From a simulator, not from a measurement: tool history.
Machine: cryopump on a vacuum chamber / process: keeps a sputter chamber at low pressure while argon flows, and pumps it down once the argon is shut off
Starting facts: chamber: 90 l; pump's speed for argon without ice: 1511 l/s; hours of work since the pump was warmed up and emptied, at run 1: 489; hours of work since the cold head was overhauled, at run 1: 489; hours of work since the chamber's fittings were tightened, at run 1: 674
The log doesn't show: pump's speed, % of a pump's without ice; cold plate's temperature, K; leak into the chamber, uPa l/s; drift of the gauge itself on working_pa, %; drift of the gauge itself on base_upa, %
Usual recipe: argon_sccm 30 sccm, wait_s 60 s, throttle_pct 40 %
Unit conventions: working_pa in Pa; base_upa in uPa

| run | day | argon_sccm | wait_s | throttle_pct | hours of work since the pump was warmed up and emptied | hours of work since the cold head was overhauled | hours of work since the chamber's fittings were tightened | working_pa | base_upa |
|---|---|---|---|---|---|---|---|---|---|
| 1 | 0 | 30 | 60 | 40 | 489 | 489 | 674 | 0.092 | 1.26 |
| 2 | 0.771 | 30 | 60 | 40 | 499 | 499 | 684 | 0.0919 | 1.23 |
| 3 | 1.425 | 30 | 60 | 40 | 507 | 507 | 693 | 0.0939 | 1.27 |
| 4 | 2 | 30 | 28 | 40 | 515 | 515 | 700 | 0.0935 | 1.86 |
| 5 | 3.242 | 30 | 28 | 40 | 531 | 531 | 717 | 0.0938 | 1.85 |
| 6 | 4.112 | 30 | 60 | 40 | 543 | 543 | 728 | 0.0944 | 1.3 |
| 7 | 4.658 | 30 | 60 | 40 | 550 | 550 | 735 | 0.0947 | 1.28 |
| 8 | 5.238 | 30 | 60 | 40 | 557 | 557 | 743 | 0.0939 | 1.32 |
| 9 | 6.538 | 36 | 122 | 33 | 574 | 574 | 760 | 0.1354 | 1.04 |
| 10 | 7.254 | 36 | 122 | 33 | 584 | 584 | 769 | 0.135 | 1.02 |
|  | 7.979 | pump warmed up, emptied and cooled again |
| 11 | 8.442 | 36 | 122 | 33 | 6 | 597 | 782 | 0.1225 | 0.86 |
| 12 | 9.279 | 31 | 60 | 40 | 17 | 608 | 793 | 0.0865 | 1.16 |
| 13 | 10.042 | 21 | 60 | 18 | 27 | 618 | 803 | 0.1318 | 1.14 |
| 14 | 10.875 | 30 | 159 | 40 | 38 | 629 | 814 | 0.0842 | 0.88 |
| 15 | 11.433 | 30 | 45 | 40 | 45 | 636 | 822 | 0.0835 | 1.35 |
| 16 | 11.992 | 12 | 60 | 28 | 53 | 643 | 829 | 0.0481 | 1.16 |

Consider 5 possible next runs. They are alternatives, not a sequence: every one starts from the tool as it was left by run 16. What does each give?
| A | 13.096 | 15 | 60 | 28 | 67 | 658 | 843 | ? | ? |
| B | 13.096 | 30 | 60 | 18 | 67 | 658 | 843 | ? | ? |
| C | 13.096 | 47 | 60 | 28 | 67 | 658 | 843 | ? | ? |
| D | 13.096 | 24 | 228 | 40 | 67 | 658 | 843 | ? | ? |
| E | 13.096 | 32 | 60 | 15 | 67 | 658 | 843 | ? | ? |

| run | working_pa | base_upa |
|---|---|---|
| A | 0.0591 | 1.22 |
| B | 0.1873 | 1.18 |
| C | 0.1914 | 1.2 |
| D | 0.0673 | 0.81 |
| E | 0.2398 | 1.16 |
The same runs, with their run-to-run variation unchanged, on a tool lacking any hidden condition would have given:
| run | working_pa | base_upa |
|---|---|---|
| A | 0.0585 | 0.74 |
| B | 0.1861 | 0.71 |
| C | 0.1895 | 0.74 |
| D | 0.0664 | 0.34 |
| E | 0.2385 | 0.7 |
